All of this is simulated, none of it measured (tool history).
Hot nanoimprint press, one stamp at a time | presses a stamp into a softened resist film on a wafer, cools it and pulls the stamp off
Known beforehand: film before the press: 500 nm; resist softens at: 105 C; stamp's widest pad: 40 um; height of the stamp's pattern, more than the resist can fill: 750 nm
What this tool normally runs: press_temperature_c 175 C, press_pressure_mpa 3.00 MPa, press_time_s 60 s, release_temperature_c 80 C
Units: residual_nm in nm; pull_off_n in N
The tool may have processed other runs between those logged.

Run 1, hour 0.0: usual settings. Result: residual_nm 259.8 nm, pull_off_n 110 N.
Run 2, hour 58.8: usual settings but press_time_s 32 s. Result: residual_nm 318.1 nm, pull_off_n 121 N.
Run 3, hour 130.5: usual settings but press_time_s 32 s. Result: residual_nm 318.8 nm, pull_off_n 130 N.
At hour 181.8: stamp cleaned and given a new release coat.
Run 4, hour 185.8: usual settings but release_temperature_c 88 C. Result: residual_nm 265.1 nm, pull_off_n 99 N.
At hour 222.9: press's hydraulic seals changed and the load cell set to zero.
At hour 235.6: plate thermocouple calibrated.
Run 5, hour 246.5: usual settings. Result: residual_nm 251.0 nm, pull_off_n 120 N.
Run 6, hour 324.4: usual settings but press_temperature_c 163 C. Result: residual_nm 333.5 nm, pull_off_n 126 N.
Run 7, hour 357.3: usual settings. Result: residual_nm 249.4 nm, pull_off_n 132 N.
At hour 390.0: stamp cleaned and given a new release coat.
Run 8, hour 413.5: usual settings. Result: residual_nm 250.1 nm, pull_off_n 112 N.
Run 9, hour 468.5: usual settings. Result: residual_nm 252.0 nm, pull_off_n 124 N.
Run 10, hour 539.6: usual settings. Result: residual_nm 253.7 nm, pull_off_n 139 N.
At hour 589.6: stamp cleaned and given a new release coat.
Run 11, hour 611.8: usual settings. Result: residual_nm 253.4 nm, pull_off_n 113 N.
At hour 669.6: plate thermocouple calibrated.
Run 12, hour 693.3: usual settings. Result: residual_nm 251.8 nm, pull_off_n 124 N.
Run 13, hour 765.6: usual settings but press_temperature_c 178 C, press_pressure_mpa 2.84 MPa, press_time_s 37 s. Result: residual_nm 280.3 nm, pull_off_n 138 N.
At hour 790.3: stamp cleaned and given a new release coat.
Run 14, hour 819.8: usual settings but press_temperature_c 179 C, press_pressure_mpa 3.43 MPa, press_time_s 37 s. Result: residual_nm 256.4 nm, pull_off_n 115 N.
Run 15, hour 891.7: usual settings but press_temperature_c 165 C, press_pressure_mpa 2.91 MPa, press_time_s 72 s, release_temperature_c 70 C. Result: residual_nm 310.1 nm, pull_off_n 145 N.
Run 16, hour 967.6: usual settings but press_temperature_c 166 C, press_pressure_mpa 2.86 MPa, press_time_s 55 s, release_temperature_c 79 C. Result: residual_nm 332.8 nm, pull_off_n 137 N.
At hour 986.9: stamp cleaned and given a new release coat.
Run 17, hour 1052.6: usual settings but press_temperature_c 174 C, release_temperature_c 66 C. Result: residual_nm 263.6 nm, pull_off_n 140 N.
At hour 1103.9: plate thermocouple calibrated.
Run 18, hour 1124.5: usual settings but press_temperature_c 181 C, press_pressure_mpa 4.29 MPa. Result: residual_nm 184.6 nm, pull_off_n 130 N.
At hour 1185.5: stamp cleaned and given a new release coat.
Run 19, hour 1204.5: usual settings but press_temperature_c 173 C, press_pressure_mpa 4.07 MPa, press_time_s 107 s, release_temperature_c 71 C. Result: residual_nm 190.3 nm, pull_off_n 130 N.
Run 20, hour 1274.7: usual settings but press_temperature_c 173 C, press_pressure_mpa 4.07 MPa, press_time_s 107 s, release_temperature_c 71 C. Result: residual_nm 190.8 nm, pull_off_n 140 N.
Run 21, hour 1331.5: usual settings but press_pressure_mpa 1.89 MPa. Result: residual_nm 312.4 nm, pull_off_n 128 N.
Run 22, hour 1368.0: usual settings but press_temperature_c 168 C, press_pressure_mpa 3.52 MPa, press_time_s 45 s, release_temperature_c 69 C. Result: residual_nm 312.2 nm, pull_off_n 157 N.
At hour 1383.9: stamp cleaned and given a new release coat.
Run 23, hour 1407.7: usual settings but press_temperature_c 184 C, press_pressure_mpa 4.20 MPa, press_time_s 64 s, release_temperature_c 79 C. Result: residual_nm 172.5 nm, pull_off_n 116 N.

The same runs without the tool's hidden state, with the same run-to-run variation:
Hidden state at play: true temperature over the reading, C; pressure that arrives at the usual setting, %; grip of the stamp's worn release coat, % over a new coat's; drift of the gauge itself on residual_nm, %; drift of the gauge itself on pull_off_n, %.
run  residual_nm  pull_off_n
  1        247.9         108
  2        304.4         111
  3        303.8         111
  4        249.6          98
  5        251.3         114
  6        332.3         110
  7        247.8         111
  8        247.6         109
  9        248.5         113
 10        249.0         118
 11        247.7         109
 12        248.7         112
 13        276.0         115
 14        250.7         111
 15        303.1         130
 16        324.5         113
 17        254.1         130
 18        177.9         113
 19        182.7         127
 20        182.0         127
 21        305.9         110
 22        300.4         130
 23        162.3         112
